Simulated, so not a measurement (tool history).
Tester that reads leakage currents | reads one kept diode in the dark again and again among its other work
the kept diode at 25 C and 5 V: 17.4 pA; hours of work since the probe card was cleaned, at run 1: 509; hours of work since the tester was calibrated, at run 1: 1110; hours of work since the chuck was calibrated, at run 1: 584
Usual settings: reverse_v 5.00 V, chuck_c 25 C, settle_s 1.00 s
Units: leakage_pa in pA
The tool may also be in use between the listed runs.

run	day	reverse_v	chuck_c	settle_s	hours of work since the probe card was cleaned	hours of work since the tester was calibrated	hours of work since the chuck was calibrated	leakage_pa
1	0.000	5.00	25	1.00	509	1110	584	19.35
2	0.679	5.00	25	1.00	518	1119	593	19.25
3	1.825	5.00	25	1.00	534	1134	608	19.38
4	2.767	5.00	25	1.00	546	1147	621	19.18
5	3.550	5.00	25	1.00	557	1157	631	19.33
# day 4.608: chuck's temperature calibrated
6	4.612	5.00	25	1.00	570	1170	0	19.84
7	5.346	5.00	25	1.00	579	1180	10	19.91
8	6.092	5.00	59	1.00	589	1190	20	341.91
# day 6.233: tester calibrated
9	7.425	5.00	59	1.00	606	16	36	342.96
10	8.308	5.00	25	1.00	618	28	48	20.15
# day 8.596: tester calibrated, once more
11	9.583	5.00	25	1.00	633	13	64	19.91
12	10.971	1.18	24	2.64	652	32	82	8.28
13	11.921	5.00	53	1.68	664	44	95	209.35
14	12.571	5.00	53	1.68	673	53	104	209.66
15	13.625	5.00	53	1.68	687	67	118	208.78
16	14.250	5.00	56	4.01	695	75	126	265.65
17	15.229	5.00	56	4.01	708	88	139	265.56
18	16.350	11.94	41	6.20	723	103	154	118.07
19	17.238	11.94	41	6.20	735	115	166	117.76
20	18.367	5.00	50	1.09	750	130	181	164.49
21	18.950	5.00	52	0.69	758	138	188	193.73
22	20.104	5.00	52	0.69	773	153	204	192.67

Forecast each of these 3 alternatives for the next run:
A	21.462	2.97	32	1.00	791	171	222	?
B	21.462	5.00	36	1.00	791	171	222	?
C	21.462	3.03	25	1.00	791	171	222	?

run	leakage_pa
A	27.69
B	50.83
C	15.32
Without the tool's hidden state the same runs would have given:
run	leakage_pa
A	27.04
B	49.77
C	14.48
